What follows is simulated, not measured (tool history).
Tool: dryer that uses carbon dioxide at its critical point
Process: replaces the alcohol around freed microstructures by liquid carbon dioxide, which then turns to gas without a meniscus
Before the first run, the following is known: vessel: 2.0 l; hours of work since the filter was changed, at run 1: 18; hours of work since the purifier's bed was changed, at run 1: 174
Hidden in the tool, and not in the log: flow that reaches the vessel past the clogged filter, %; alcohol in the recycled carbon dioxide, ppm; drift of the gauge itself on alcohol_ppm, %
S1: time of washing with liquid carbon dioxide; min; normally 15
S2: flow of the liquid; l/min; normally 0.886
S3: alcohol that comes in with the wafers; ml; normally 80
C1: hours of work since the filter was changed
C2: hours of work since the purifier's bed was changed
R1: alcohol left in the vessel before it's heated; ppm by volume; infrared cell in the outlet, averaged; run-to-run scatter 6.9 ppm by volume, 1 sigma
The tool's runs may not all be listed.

| run | hour | S1 | S2 | S3 | C1 | C2 | R1 |
|---|---|---|---|---|---|---|---|
| 1 | 0.0 | 15 | 0.886 | 80 | 18 | 174 | 398 |
| 2 | 32.4 | 15 | 0.886 | 80 | 39 | 194 | 420 |
| 3 | 67.0 | 15 | 0.886 | 80 | 61 | 216 | 443 |
| 4 | 98.7 | 15 | 0.886 | 80 | 81 | 236 | 449 |
| 5 | 117.8 | 15 | 0.886 | 80 | 93 | 249 | 473 |
| 6 | 161.6 | 15 | 0.886 | 80 | 121 | 276 | 484 |
| 7 | 197.4 | 15 | 0.886 | 80 | 144 | 299 | 516 |
| 8 | 234.3 | 15 | 0.886 | 80 | 167 | 323 | 540 |
|  | 268.6 | inlet filter changed |
| 9 | 268.6 | 15 | 0.886 | 80 | 0 | 344 | 453 |
| 10 | 291.0 | 15 | 0.886 | 80 | 14 | 358 | 460 |
| 11 | 316.2 | 15 | 0.886 | 120 | 30 | 374 | 647 |
| 12 | 341.0 | 15 | 0.886 | 80 | 46 | 390 | 485 |
| 13 | 375.2 | 15 | 0.886 | 80 | 68 | 412 | 514 |
| 14 | 394.6 | 15 | 0.886 | 80 | 80 | 424 | 517 |
| 15 | 430.2 | 15 | 0.886 | 80 | 103 | 446 | 555 |
| 16 | 457.7 | 15 | 0.886 | 80 | 120 | 464 | 547 |
| 17 | 480.9 | 15 | 0.886 | 80 | 135 | 479 | 578 |
| 18 | 523.7 | 17 | 0.886 | 43 | 162 | 506 | 318 |
| 19 | 552.8 | 15 | 0.886 | 64 | 181 | 524 | 544 |
|  | 567.9 | inlet filter changed |
| 20 | 577.9 | 15 | 0.886 | 64 | 6 | 540 | 469 |
| 21 | 621.4 | 15 | 0.886 | 64 | 34 | 567 | 502 |
| 22 | 651.5 | 15 | 0.886 | 64 | 53 | 586 | 513 |
|  | 664.8 | purifier's bed changed |
| 23 | 675.8 | 17 | 0.709 | 80 | 67 | 7 | 598 |
| 24 | 694.7 | 21 | 1.164 | 23 | 79 | 19 | 18 |
| 25 | 727.7 | 22 | 0.698 | 80 | 100 | 40 | 210 |
| 26 | 753.2 | 22 | 0.698 | 80 | 116 | 56 | 221 |
| 27 | 785.2 | 18 | 0.779 | 80 | 136 | 76 | 331 |
| 28 | 829.4 | 18 | 0.935 | 80 | 164 | 105 | 163 |
| 29 | 852.5 | 18 | 1.198 | 64 | 179 | 119 | 64 |
|  | 869.3 | inlet filter changed |
| 30 | 878.1 | 13 | 0.722 | 21 | 6 | 135 | 417 |
| 31 | 909.9 | 20 | 1.060 | 102 | 26 | 155 | 90 |

Consider 5 possible next runs. They are alternatives, not a sequence: every one starts from the tool as it was left by run 31. What does each give?
| A | 944.8 | 13 | 1.116 | 50 | 48 | 177 | ? |
| B | 944.8 | 17 | 1.083 | 33 | 48 | 177 | ? |
| C | 944.8 | 22 | 1.060 | 102 | 48 | 177 | ? |
| D | 944.8 | 15 | 1.110 | 87 | 48 | 177 | ? |
| E | 944.8 | 15 | 0.886 | 77 | 48 | 177 | ? |

| run | R1 |
|---|---|
| A | 197 |
| B | 93 |
| C | 94 |
| D | 177 |
| E | 390 |
With no hidden state in the tool, these same runs would have given:
| run | R1 |
|---|---|
| A | 114 |
| B | 16 |
| C | 16 |
| D | 95 |
| E | 295 |
